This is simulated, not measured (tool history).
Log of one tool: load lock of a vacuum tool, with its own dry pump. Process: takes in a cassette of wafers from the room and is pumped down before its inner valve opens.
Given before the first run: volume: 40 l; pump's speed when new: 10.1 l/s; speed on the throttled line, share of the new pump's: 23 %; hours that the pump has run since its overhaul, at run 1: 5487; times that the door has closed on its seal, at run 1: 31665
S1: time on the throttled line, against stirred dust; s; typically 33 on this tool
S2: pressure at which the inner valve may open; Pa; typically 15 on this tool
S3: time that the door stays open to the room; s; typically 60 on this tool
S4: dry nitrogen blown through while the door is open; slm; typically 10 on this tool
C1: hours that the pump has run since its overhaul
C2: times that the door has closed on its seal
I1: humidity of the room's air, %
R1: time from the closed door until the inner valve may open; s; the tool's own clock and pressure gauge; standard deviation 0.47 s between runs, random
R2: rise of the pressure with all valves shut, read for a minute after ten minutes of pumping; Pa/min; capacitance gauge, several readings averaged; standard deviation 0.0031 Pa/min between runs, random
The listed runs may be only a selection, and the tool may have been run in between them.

{"run": 1, "hour": 0.0, "S1": 33, "S2": 15, "S3": 60, "S4": 10, "C1": 5487, "C2": 31665, "I1": 44.6, "R1": 63.3, "R2": 0.507}
{"run": 2, "hour": 303.1, "S1": 33, "S2": 15, "S3": 60, "S4": 10, "C1": 5790, "C2": 32863, "I1": 47.3, "R1": 63.5, "R2": 0.557}
{"run": 3, "hour": 527.2, "S1": 33, "S2": 15, "S3": 60, "S4": 10, "C1": 6014, "C2": 33749, "I1": 45.4, "R1": 62.9, "R2": 0.565}
{"hour": 655.3, "done": "door's seal changed, seat wiped"}
{"run": 4, "hour": 752.2, "S1": 33, "S2": 15, "S3": 42, "S4": 10, "C1": 6238, "C2": 383, "I1": 49.5, "R1": 63.1, "R2": 0.053}
{"run": 5, "hour": 1187.6, "S1": 33, "S2": 15, "S3": 42, "S4": 26, "C1": 6673, "C2": 2104, "I1": 44.4, "R1": 63.7, "R2": 0.052}
{"run": 6, "hour": 1606.2, "S1": 33, "S2": 15, "S3": 60, "S4": 10, "C1": 7092, "C2": 3760, "I1": 48.2, "R1": 63.8, "R2": 0.086}
{"run": 7, "hour": 2000.1, "S1": 33, "S2": 15, "S3": 60, "S4": 10, "C1": 7486, "C2": 5317, "I1": 47.1, "R1": 64.1, "R2": 0.098}
{"run": 8, "hour": 2256.0, "S1": 33, "S2": 15, "S3": 60, "S4": 10, "C1": 7742, "C2": 6329, "I1": 44.6, "R1": 64.4, "R2": 0.097}
{"run": 9, "hour": 2508.1, "S1": 33, "S2": 15, "S3": 60, "S4": 4, "C1": 7994, "C2": 7326, "I1": 45.1, "R1": 65.1, "R2": 0.117}
{"run": 10, "hour": 2926.2, "S1": 33, "S2": 15, "S3": 60, "S4": 11, "C1": 8412, "C2": 8979, "I1": 42.6, "R1": 65.7, "R2": 0.121}
{"run": 11, "hour": 3207.2, "S1": 33, "S2": 15, "S3": 60, "S4": 11, "C1": 8693, "C2": 10090, "I1": 47.7, "R1": 64.9, "R2": 0.142}
{"run": 12, "hour": 3426.8, "S1": 33, "S2": 30, "S3": 60, "S4": 11, "C1": 8912, "C2": 10958, "I1": 45.5, "R1": 61.4, "R2": 0.146}
{"run": 13, "hour": 3756.7, "S1": 31, "S2": 30, "S3": 60, "S4": 11, "C1": 9242, "C2": 12263, "I1": 48.7, "R1": 61, "R2": 0.163}
{"run": 14, "hour": 3959.9, "S1": 31, "S2": 30, "S3": 60, "S4": 11, "C1": 9445, "C2": 13066, "I1": 45.4, "R1": 60.8, "R2": 0.172}
{"run": 15, "hour": 4278.1, "S1": 33, "S2": 15, "S3": 60, "S4": 10, "C1": 9764, "C2": 14324, "I1": 47.1, "R1": 66, "R2": 0.192}
{"run": 16, "hour": 4454.5, "S1": 33, "S2": 15, "S3": 60, "S4": 10, "C1": 9940, "C2": 15022, "I1": 48.7, "R1": 66.4, "R2": 0.197}
{"run": 17, "hour": 4820.7, "S1": 33, "S2": 15, "S3": 60, "S4": 10, "C1": 10306, "C2": 16470, "I1": 47.7, "R1": 66.6, "R2": 0.214}
{"run": 18, "hour": 5115.8, "S1": 33, "S2": 15, "S3": 60, "S4": 6, "C1": 10601, "C2": 17637, "I1": 46.3, "R1": 66.4, "R2": 0.244}
{"run": 19, "hour": 5432.4, "S1": 33, "S2": 15, "S3": 60, "S4": 14, "C1": 10918, "C2": 18888, "I1": 46.3, "R1": 66.5, "R2": 0.25}
{"run": 20, "hour": 5798.0, "S1": 33, "S2": 15, "S3": 60, "S4": 14, "C1": 11284, "C2": 20334, "I1": 46.6, "R1": 67.3, "R2": 0.265}
{"run": 21, "hour": 6004.4, "S1": 33, "S2": 15, "S3": 60, "S4": 14, "C1": 11490, "C2": 21150, "I1": 50.2, "R1": 67.7, "R2": 0.297}
{"run": 22, "hour": 6434.4, "S1": 25, "S2": 15, "S3": 29, "S4": 43, "C1": 11920, "C2": 22850, "I1": 44.1, "R1": 61.6, "R2": 0.282}
{"run": 23, "hour": 6821.5, "S1": 25, "S2": 15, "S3": 29, "S4": 43, "C1": 12307, "C2": 24381, "I1": 44.3, "R1": 62.2, "R2": 0.305}
{"run": 24, "hour": 7071.9, "S1": 31, "S2": 10, "S3": 84, "S4": 10, "C1": 12557, "C2": 25371, "I1": 42.4, "R1": 69.7, "R2": 0.376}
{"hour": 7157.9, "done": "dry pump taken out, an overhauled one fitted"}
{"run": 25, "hour": 7287.1, "S1": 28, "S2": 15, "S3": 60, "S4": 4, "C1": 129, "C2": 26198, "I1": 46.9, "R1": 57.1, "R2": 0.393}
{"run": 26, "hour": 7531.2, "S1": 28, "S2": 15, "S3": 60, "S4": 4, "C1": 373, "C2": 27163, "I1": 47.9, "R1": 57.3, "R2": 0.407}
{"run": 27, "hour": 7881.5, "S1": 33, "S2": 15, "S3": 34, "S4": 4, "C1": 724, "C2": 28548, "I1": 43.7, "R1": 59.7, "R2": 0.411}
{"run": 28, "hour": 8293.2, "S1": 33, "S2": 15, "S3": 34, "S4": 4, "C1": 1135, "C2": 30176, "I1": 47.3, "R1": 61.2, "R2": 0.437}
{"run": 29, "hour": 8575.9, "S1": 32, "S2": 15, "S3": 61, "S4": 26, "C1": 1418, "C2": 31294, "I1": 44.9, "R1": 60.1, "R2": 0.476}
{"run": 30, "hour": 8853.3, "S1": 33, "S2": 11, "S3": 133, "S4": 10, "C1": 1695, "C2": 32391, "I1": 42.4, "R1": 61.8, "R2": 0.548}
{"run": 31, "hour": 9142.7, "S1": 27, "S2": 11, "S3": 133, "S4": 35, "C1": 1985, "C2": 33535, "I1": 44, "R1": 57.3, "R2": 0.55}
{"hour": 9332.7, "done": "door's seal changed, seat wiped"}
{"run": 32, "hour": 9435.6, "S1": 27, "S2": 11, "S3": 133, "S4": 35, "C1": 2276, "C2": 407, "I1": 45.2, "R1": 58, "R2": 0.068}
{"run": 33, "hour": 9830.7, "S1": 27, "S2": 11, "S3": 133, "S4": 35, "C1": 2671, "C2": 1970, "I1": 42.4, "R1": 59.5, "R2": 0.074}
{"run": 34, "hour": 10112.9, "S1": 18, "S2": 21, "S3": 81, "S4": 10, "C1": 2953, "C2": 3085, "I1": 44.1, "R1": 49.3, "R2": 0.084}
{"run": 35, "hour": 10375.2, "S1": 18, "S2": 21, "S3": 81, "S4": 10, "C1": 3216, "C2": 4122, "I1": 45.5, "R1": 49, "R2": 0.093}
{"run": 36, "hour": 10760.8, "S1": 18, "S2": 21, "S3": 81, "S4": 10, "C1": 3601, "C2": 5647, "I1": 43.8, "R1": 49.5, "R2": 0.105}
{"run": 37, "hour": 11182.7, "S1": 37, "S2": 29, "S3": 29, "S4": 18, "C1": 4023, "C2": 7315, "I1": 47.8, "R1": 63.2, "R2": 0.086}

Across each entry between runs, compare the hidden state at the last listed run before it with the hidden state at the first listed run after it:
From run 3 to run 4: door's seal changed, seat wiped (hour 655.3)
  pump's speed, % of a new pump's: 89.8 -> 89.4; leak at the door's seal, Pa l/s: 0.3303 -> 0.0024
  measured minus no-state result, R1: +3.2 -> +3.2 s; R2: +0.503 -> +0 Pa/min
From run 24 to run 25: dry pump taken out, an overhauled one fitted (hour 7157.9)
  pump's speed, % of a new pump's: 78.4 -> 99.7; leak at the door's seal, Pa l/s: 0.2024 -> 0.2118
  measured minus no-state result, R1: +8.3 -> +0.1 s; R2: +0.301 -> +0.314 Pa/min
From run 31 to run 32: door's seal changed, seat wiped (hour 9332.7)
  pump's speed, % of a new pump's: 96.4 -> 95.9; leak at the door's seal, Pa l/s: 0.32 -> 0.0026
  measured minus no-state result, R1: +1.1 -> +1.3 s; R2: +0.481 -> +0.001 Pa/min
